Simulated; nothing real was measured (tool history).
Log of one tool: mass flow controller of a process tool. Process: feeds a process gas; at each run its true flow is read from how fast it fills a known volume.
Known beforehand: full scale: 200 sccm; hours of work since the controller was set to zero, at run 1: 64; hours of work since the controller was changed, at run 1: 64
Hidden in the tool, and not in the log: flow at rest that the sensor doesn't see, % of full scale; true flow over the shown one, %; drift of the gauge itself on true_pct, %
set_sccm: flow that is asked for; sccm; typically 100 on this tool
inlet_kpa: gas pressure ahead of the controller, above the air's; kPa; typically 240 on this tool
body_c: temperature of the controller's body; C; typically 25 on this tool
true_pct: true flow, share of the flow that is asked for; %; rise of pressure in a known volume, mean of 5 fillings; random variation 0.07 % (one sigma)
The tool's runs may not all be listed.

run	hour	set_sccm	inlet_kpa	body_c	hours of work since the controller was set to zero	hours of work since the controller was changed	true_pct
1	0	100	240	25	64	64	99.34
2	120	100	240	25	117	117	99.36
3	309	40	240	25	199	199	98.79
4	578.9	40	240	25	316	316	98.93
5	832.8	40	240	25	427	427	99
6	963.8	40	240	25	484	484	98.98
7	1176.1	40	240	25	576	576	99.07
8	1399.3	100	206	25	673	673	99.42
9	1599.9	100	206	25	761	761	99.35
10	1821.5	100	206	25	857	857	99.34
11	2033	100	206	25	949	949	99.37
12	2225.9	150	240	25	1033	1033	100.34
13	2459.6	150	240	25	1135	1135	100.1
14	2582.6	150	240	25	1188	1188	100.22
15	2731.9	100	213	25	1253	1253	99.64
16	2906.8	100	213	25	1329	1329	99.68
17	3103.1	100	213	25	1415	1415	99.61
18	3318.2	100	240	29	1509	1509	99.87
19	3501.5	100	240	29	1588	1588	99.74
20	3649	100	240	29	1652	1652	100
21	3861.6	100	240	25	1745	1745	99.93
22	4061.7	100	240	25	1832	1832	100
23	4243.4	100	240	22	1911	1911	100.12
24	4384.7	100	240	22	1973	1973	100.28
25	4502.3	100	165	20	2024	2024	99.6
26	4772	105	234	25	2141	2141	100.03
27	4901.2	105	146	22	2197	2197	99.41
28	5016.2	40	164	28	2248	2248	99.06
29	5140.8	40	164	28	2302	2302	99.01
30	5356.1	40	164	28	2395	2395	99.27
# hour 5374.6: controller's zero set anew
31	5612	40	164	28	103	2507	99.43
# hour 5784.9: controller's zero set anew, once more
32	5864.6	40	164	28	35	2616	98.85
33	5984.8	124	240	31	87	2669	100.06
34	6131.9	28	196	34	151	2733	98.92
35	6269.8	100	278	26	211	2793	100.48
36	6515.9	100	278	26	318	2900	100.58
37	6687.2	103	217	30	393	2974	99.95
38	6955.9	69	161	24	510	3091	99.46
39	7169.1	58	240	30	602	3184	99.96
40	7394.1	147	261	28	700	3282	100.91
41	7591.3	147	261	28	786	3368	100.8
42	7792.6	147	261	28	874	3455	100.98
43	7901.5	116	149	33	921	3503	99.56
44	8143.5	100	212	31	1026	3608	99.97
45	8304.6	100	187	29	1097	3678	99.96
46	8562.9	82	226	29	1209	3791	100.1
47	8704.1	78	166	26	1270	3852	99.69
48	8952.6	134	251	36	1379	3960	100.52

Same runs, no hidden state in the tool, same run-to-run variation:
run	true_pct
1	99.35
2	99.36
3	98.72
4	98.79
5	98.82
6	98.77
7	98.82
8	99.22
9	99.12
10	99.07
11	99.07
12	100.04
13	99.77
14	99.87
15	99.23
16	99.24
17	99.14
18	99.36
19	99.2
20	99.44
21	99.34
22	99.38
23	99.47
24	99.61
25	98.91
26	99.3
27	98.67
28	98.01
29	97.94
30	98.15
31	98.19
32	97.99
33	99.3
34	97.92
35	99.66
36	99.72
37	99.06
38	98.48
39	98.9
40	99.95
41	99.81
42	99.96
43	98.49
44	98.85
45	98.8
46	98.87
47	98.43
48	99.32
